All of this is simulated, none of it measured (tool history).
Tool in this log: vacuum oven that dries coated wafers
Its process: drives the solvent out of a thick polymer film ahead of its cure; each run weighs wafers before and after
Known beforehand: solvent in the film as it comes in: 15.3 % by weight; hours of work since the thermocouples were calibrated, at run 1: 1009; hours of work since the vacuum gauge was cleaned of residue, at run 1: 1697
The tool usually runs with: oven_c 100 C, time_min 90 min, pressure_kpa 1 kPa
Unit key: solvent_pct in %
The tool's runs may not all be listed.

run	hour	oven_c	time_min	pressure_kpa	hours of work since the thermocouples were calibrated	hours of work since the vacuum gauge was cleaned of residue	solvent_pct
1	0	100	90	1	1009	1697	4.53
2	34.9	100	90	1	1030	1718	4.62
# hour 52.5: oven's thermocouples calibrated
3	88.6	100	90	1	22	1750	4.23
4	159	100	90	1	65	1792	4.27
5	211.2	100	90	1	96	1824	4.26
6	243.9	100	90	1	116	1844	4.31
7	278.8	100	90	1	137	1865	4.28
8	349.5	100	90	1	180	1908	4.34
9	398.7	100	90	1	210	1938	4.31
10	462.2	100	90	3	249	1976	5.65
11	505.8	100	85	1	275	2003	4.57
12	543.2	100	85	1	298	2026	4.61
13	611.8	100	85	1	340	2067	4.66
14	658.5	100	135	1	368	2096	3.08
15	727.8	100	135	1	410	2138	3.04
16	782.9	100	90	1	443	2171	4.43
17	829.5	100	90	1	472	2200	4.47
18	868.6	100	90	1	495	2223	4.51
19	917.3	100	90	1	525	2253	4.5
20	975.8	100	151	1	561	2288	2.85
# hour 981.8: vacuum gauge cleaned of residue and calibrated
21	1026.3	100	101	1	590	27	4.37
22	1062.1	100	101	1	612	49	4.47
23	1094.6	100	101	1	632	68	4.48
24	1124.4	100	90	1	650	87	4.92
25	1184.5	100	46	0.64	686	123	7.24
26	1218.6	100	46	0.64	707	144	7.35

Estimate the outcome of run 27 from the log above:
# hour 1236.6: vacuum gauge cleaned of residue and calibrated, once more
27	1278	111	45	1	742	25	?

{"run 27": {"solvent_pct": 4.92}}
Were there no unlogged condition in the tool, this run, its random variation unchanged, would have produced solvent_pct 4.84 %.

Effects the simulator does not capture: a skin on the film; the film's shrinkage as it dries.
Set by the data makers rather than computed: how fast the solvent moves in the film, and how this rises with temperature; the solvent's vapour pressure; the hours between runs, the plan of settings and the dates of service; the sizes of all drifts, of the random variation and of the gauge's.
